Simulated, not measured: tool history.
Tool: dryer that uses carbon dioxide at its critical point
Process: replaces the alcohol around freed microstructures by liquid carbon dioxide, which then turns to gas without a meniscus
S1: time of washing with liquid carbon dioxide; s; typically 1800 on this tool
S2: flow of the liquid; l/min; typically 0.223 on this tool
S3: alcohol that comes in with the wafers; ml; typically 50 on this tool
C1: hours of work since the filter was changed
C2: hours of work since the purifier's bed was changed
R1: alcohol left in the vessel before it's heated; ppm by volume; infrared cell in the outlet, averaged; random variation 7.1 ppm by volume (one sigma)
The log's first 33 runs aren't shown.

run	hour	S1	S2	S3	C1	C2	R1
34	215.6	1800	0.315	50	146	157	79
35	220.5	2220	0.332	23	147	159	34
36	226.5	2220	0.332	23	150	161	37
37	233.2	2220	0.332	23	152	164	32
38	239.9	2220	0.332	23	155	166	33
39	248.8	1140	0.189	87	158	170	6354
40	257.7	2820	0.189	28	162	173	73
41	263.0	2580	0.203	28	164	175	76
42	267.8	2580	0.203	28	165	177	71
43	273.9	2580	0.203	86	168	179	190
44	282.4	1320	0.203	38	171	183	1451
45	289.3	2220	0.366	43	174	185	26

Predict each of these 5 candidate next runs independently; none follows another, all start after run 45:
A	294.9	2220	0.366	76	176	187	?
B	294.9	2280	0.366	32	176	187	?
C	294.9	2220	0.366	36	176	187	?
D	294.9	2340	0.200	23	176	187	?
E	294.9	1200	0.223	98	176	187	?

run	R1
A	33
B	30
C	26
D	111
E	3841
The same runs, with their run-to-run variation unchanged, on a tool lacking any hidden condition would have given:
run	R1
A	5
B	3
C	0
D	71
E	3485
